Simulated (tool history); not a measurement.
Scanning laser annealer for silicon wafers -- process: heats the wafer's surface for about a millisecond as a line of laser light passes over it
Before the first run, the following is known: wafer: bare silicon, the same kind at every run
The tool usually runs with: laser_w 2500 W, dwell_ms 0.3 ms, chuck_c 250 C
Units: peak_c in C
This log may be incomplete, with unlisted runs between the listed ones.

{"run": 1, "day": 0.0, "laser_w": 2500, "dwell_ms": 0.3, "chuck_c": 250, "peak_c": 969}
{"run": 2, "day": 1.033, "laser_w": 2500, "dwell_ms": 0.3, "chuck_c": 250, "peak_c": 967}
{"run": 3, "day": 2.442, "laser_w": 2500, "dwell_ms": 0.3, "chuck_c": 250, "peak_c": 967}
{"run": 4, "day": 4.488, "laser_w": 2500, "dwell_ms": 0.3, "chuck_c": 250, "peak_c": 962}
{"run": 5, "day": 5.658, "laser_w": 2500, "dwell_ms": 0.3, "chuck_c": 250, "peak_c": 961}
{"run": 6, "day": 7.446, "laser_w": 2500, "dwell_ms": 0.3, "chuck_c": 250, "peak_c": 959}
{"run": 7, "day": 8.521, "laser_w": 2500, "dwell_ms": 0.3, "chuck_c": 250, "peak_c": 961}
{"run": 8, "day": 10.083, "laser_w": 2500, "dwell_ms": 0.3, "chuck_c": 250, "peak_c": 959}
{"run": 9, "day": 12.362, "laser_w": 2500, "dwell_ms": 0.337, "chuck_c": 250, "peak_c": 995}
{"run": 10, "day": 13.558, "laser_w": 2500, "dwell_ms": 0.345, "chuck_c": 250, "peak_c": 1000}
{"day": 13.758, "done": "window over the wafer cleaned"}
{"run": 11, "day": 14.704, "laser_w": 2500, "dwell_ms": 0.3, "chuck_c": 258, "peak_c": 954}
{"run": 12, "day": 16.225, "laser_w": 2500, "dwell_ms": 0.3, "chuck_c": 230, "peak_c": 921}
{"run": 13, "day": 18.408, "laser_w": 2500, "dwell_ms": 0.3, "chuck_c": 279, "peak_c": 969}
{"day": 18.788, "done": "optics aligned, line set to its width"}
{"run": 14, "day": 19.754, "laser_w": 2500, "dwell_ms": 0.3, "chuck_c": 279, "peak_c": 974}
{"run": 15, "day": 21.921, "laser_w": 2463, "dwell_ms": 0.3, "chuck_c": 250, "peak_c": 931}
{"run": 16, "day": 23.167, "laser_w": 2463, "dwell_ms": 0.3, "chuck_c": 250, "peak_c": 929}
{"run": 17, "day": 24.279, "laser_w": 2500, "dwell_ms": 0.3, "chuck_c": 250, "peak_c": 937}
{"day": 25.258, "done": "window over the wafer cleaned, once more"}
{"run": 18, "day": 26.196, "laser_w": 2500, "dwell_ms": 0.3, "chuck_c": 250, "peak_c": 967}
{"run": 19, "day": 28.121, "laser_w": 2500, "dwell_ms": 0.32, "chuck_c": 279, "peak_c": 1017}
{"run": 20, "day": 29.108, "laser_w": 2500, "dwell_ms": 0.32, "chuck_c": 279, "peak_c": 1015}
{"run": 21, "day": 30.267, "laser_w": 2500, "dwell_ms": 0.32, "chuck_c": 214, "peak_c": 952}
{"run": 22, "day": 32.442, "laser_w": 2339, "dwell_ms": 0.343, "chuck_c": 290, "peak_c": 1000}
{"run": 23, "day": 34.733, "laser_w": 2263, "dwell_ms": 0.3, "chuck_c": 217, "peak_c": 860}
{"run": 24, "day": 36.221, "laser_w": 2500, "dwell_ms": 0.229, "chuck_c": 242, "peak_c": 867}
{"run": 25, "day": 37.571, "laser_w": 2500, "dwell_ms": 0.229, "chuck_c": 242, "peak_c": 866}
{"run": 26, "day": 39.925, "laser_w": 2500, "dwell_ms": 0.248, "chuck_c": 257, "peak_c": 900}
{"run": 27, "day": 41.3, "laser_w": 2500, "dwell_ms": 0.341, "chuck_c": 250, "peak_c": 1002}
{"run": 28, "day": 42.417, "laser_w": 2500, "dwell_ms": 0.341, "chuck_c": 250, "peak_c": 997}
{"run": 29, "day": 44.775, "laser_w": 2500, "dwell_ms": 0.341, "chuck_c": 250, "peak_c": 993}
{"run": 30, "day": 46.446, "laser_w": 2500, "dwell_ms": 0.243, "chuck_c": 218, "peak_c": 851}
{"run": 31, "day": 48.171, "laser_w": 2196, "dwell_ms": 0.262, "chuck_c": 250, "peak_c": 824}
{"run": 32, "day": 49.612, "laser_w": 2196, "dwell_ms": 0.262, "chuck_c": 250, "peak_c": 825}
{"run": 33, "day": 51.342, "laser_w": 2500, "dwell_ms": 0.249, "chuck_c": 250, "peak_c": 885}
{"run": 34, "day": 52.662, "laser_w": 2500, "dwell_ms": 0.249, "chuck_c": 250, "peak_c": 885}
{"run": 35, "day": 54.067, "laser_w": 2126, "dwell_ms": 0.3, "chuck_c": 245, "peak_c": 833}
{"run": 36, "day": 55.775, "laser_w": 2126, "dwell_ms": 0.302, "chuck_c": 249, "peak_c": 839}

Consider 5 possible next runs. They are alternatives, not a sequence: every one starts from the tool as it was left by run 36. What does each give?
{"run": "A", "day": 57.712, "laser_w": 2529, "dwell_ms": 0.363, "chuck_c": 242, "peak_c": "?"}
{"run": "B", "day": 57.712, "laser_w": 2500, "dwell_ms": 0.3, "chuck_c": 221, "peak_c": "?"}
{"run": "C", "day": 57.712, "laser_w": 2287, "dwell_ms": 0.246, "chuck_c": 230, "peak_c": "?"}
{"run": "D", "day": 57.712, "laser_w": 2538, "dwell_ms": 0.302, "chuck_c": 274, "peak_c": "?"}
{"run": "E", "day": 57.712, "laser_w": 2294, "dwell_ms": 0.3, "chuck_c": 250, "peak_c": "?"}

run=A peak_c=1004
run=B peak_c=910
run=C peak_c=804
run=D peak_c=976
run=E peak_c=878
Without the tool's hidden state the same runs would have given:
run=A peak_c=1048
run=B peak_c=950
run=C peak_c=837
run=D peak_c=1016
run=E peak_c=914

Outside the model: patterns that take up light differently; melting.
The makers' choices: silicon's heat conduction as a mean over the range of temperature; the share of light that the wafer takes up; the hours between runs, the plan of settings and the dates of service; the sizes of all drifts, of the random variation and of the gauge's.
